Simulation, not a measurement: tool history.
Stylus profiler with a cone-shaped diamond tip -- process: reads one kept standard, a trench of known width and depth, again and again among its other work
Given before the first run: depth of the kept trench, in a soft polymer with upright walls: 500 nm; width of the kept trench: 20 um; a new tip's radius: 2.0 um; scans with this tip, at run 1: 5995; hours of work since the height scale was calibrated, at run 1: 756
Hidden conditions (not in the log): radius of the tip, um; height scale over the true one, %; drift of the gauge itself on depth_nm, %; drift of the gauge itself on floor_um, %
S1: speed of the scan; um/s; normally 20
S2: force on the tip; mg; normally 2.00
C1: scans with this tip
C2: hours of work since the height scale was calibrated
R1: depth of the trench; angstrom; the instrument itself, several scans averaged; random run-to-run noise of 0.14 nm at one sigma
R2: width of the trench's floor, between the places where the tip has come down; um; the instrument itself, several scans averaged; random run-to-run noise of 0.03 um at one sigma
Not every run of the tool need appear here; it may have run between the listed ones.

| run | hour | S1 | S2 | C1 | C2 | R1 | R2 |
|---|---|---|---|---|---|---|---|
| 1 | 0.0 | 20 | 2.00 | 5995 | 756 | 5053.8 | 16.22 |
| 2 | 20.8 | 20 | 1.68 | 6112 | 770 | 5048.3 | 16.22 |
| 3 | 34.7 | 20 | 1.68 | 6191 | 780 | 5047.3 | 16.21 |
| 4 | 62.7 | 20 | 1.68 | 6348 | 800 | 5046.0 | 16.17 |
| 5 | 87.0 | 7 | 1.68 | 6485 | 817 | 5042.8 | 16.21 |
| 6 | 102.9 | 20 | 2.00 | 6575 | 829 | 5050.9 | 16.21 |
| 7 | 114.7 | 20 | 2.00 | 6642 | 837 | 5051.0 | 16.14 |
| 8 | 140.4 | 9 | 2.00 | 6786 | 855 | 5051.6 | 16.14 |
| 9 | 160.5 | 20 | 2.00 | 6900 | 870 | 5051.0 | 16.13 |
| 10 | 172.8 | 20 | 2.00 | 6969 | 878 | 5050.5 | 16.10 |
| 11 | 200.2 | 20 | 2.00 | 7123 | 898 | 5051.2 | 16.09 |
| 12 | 218.1 | 20 | 2.00 | 7224 | 911 | 5051.2 | 16.05 |
| 13 | 241.0 | 20 | 2.00 | 7353 | 927 | 5050.0 | 16.03 |
| 14 | 268.9 | 20 | 0.89 | 7510 | 947 | 5026.0 | 15.97 |
| 15 | 294.1 | 20 | 0.89 | 7653 | 965 | 5025.1 | 15.95 |
| 16 | 310.9 | 20 | 2.00 | 7747 | 977 | 5050.1 | 16.03 |
| 17 | 323.5 | 20 | 2.00 | 7818 | 985 | 5051.2 | 16.02 |
|  | 325.7 | height scale calibrated on a step standard |
| 18 | 350.1 | 20 | 2.00 | 7965 | 17 | 5046.9 | 15.95 |
| 19 | 370.6 | 20 | 2.00 | 8081 | 32 | 5047.4 | 15.96 |
| 20 | 386.0 | 11 | 1.14 | 8168 | 43 | 5027.0 | 15.95 |
|  | 404.7 | height scale calibrated on a step standard, once more |
| 21 | 405.8 | 11 | 1.14 | 8276 | 1 | 5043.0 | 15.98 |
| 22 | 433.6 | 59 | 4.53 | 8433 | 21 | 5111.1 | 15.80 |
| 23 | 447.5 | 59 | 4.53 | 8512 | 30 | 5110.1 | 15.79 |
| 24 | 473.0 | 27 | 2.49 | 8655 | 49 | 5072.9 | 15.82 |
| 25 | 499.5 | 22 | 3.81 | 8805 | 67 | 5096.0 | 15.90 |
| 26 | 514.0 | 17 | 1.75 | 8887 | 78 | 5055.8 | 15.84 |
| 27 | 541.6 | 18 | 2.09 | 9042 | 97 | 5064.6 | 15.85 |
| 28 | 555.5 | 20 | 0.79 | 9120 | 107 | 5032.3 | 15.73 |
| 29 | 577.3 | 20 | 0.79 | 9243 | 123 | 5032.2 | 15.72 |
| 30 | 604.0 | 28 | 1.66 | 9394 | 142 | 5056.7 | 15.72 |
| 31 | 622.6 | 71 | 1.66 | 9499 | 155 | 5052.4 | 15.47 |
| 32 | 638.5 | 71 | 1.66 | 9588 | 166 | 5054.1 | 15.48 |
| 33 | 664.3 | 20 | 5.87 | 9734 | 184 | 5127.9 | 15.78 |
| 34 | 680.9 | 48 | 2.72 | 9827 | 196 | 5076.4 | 15.61 |
| 35 | 704.9 | 29 | 3.74 | 9962 | 213 | 5095.3 | 15.71 |
| 36 | 721.0 | 29 | 3.74 | 10053 | 225 | 5092.8 | 15.73 |
| 37 | 738.8 | 29 | 3.74 | 10154 | 237 | 5092.2 | 15.63 |
| 38 | 750.3 | 34 | 1.20 | 10218 | 246 | 5042.1 | 15.64 |

Some steps in R1, run to run, broken into two amounts with sign: the step expected even without the hidden condition (settings, incoming material, random variation), and the rest, left for the hidden condition together with whatever gauge scatter is not in both the measured and the hidden-condition-free result:
Run 17 -> 18: height scale calibrated on a step standard. R1 -4.3 angstrom: hidden state -4.2, all else -0.1.
Run 20 -> 21: height scale calibrated on a step standard, once more. R1 +16.0 angstrom: hidden state +17.2, all else -1.2.
Run 21 -> 22: S1 11 -> 59, S2 1.14 -> 4.53. R1 +68.1 angstrom: hidden state -0.3, all else +68.4.
Run 32 -> 33: S1 71 -> 20, S2 1.66 -> 5.87. R1 +73.8 angstrom: hidden state -0.3, all else +74.1.
Run 33 -> 34: S1 20 -> 48, S2 5.87 -> 2.72. R1 -51.5 angstrom: hidden state -0.1, all else -51.4.

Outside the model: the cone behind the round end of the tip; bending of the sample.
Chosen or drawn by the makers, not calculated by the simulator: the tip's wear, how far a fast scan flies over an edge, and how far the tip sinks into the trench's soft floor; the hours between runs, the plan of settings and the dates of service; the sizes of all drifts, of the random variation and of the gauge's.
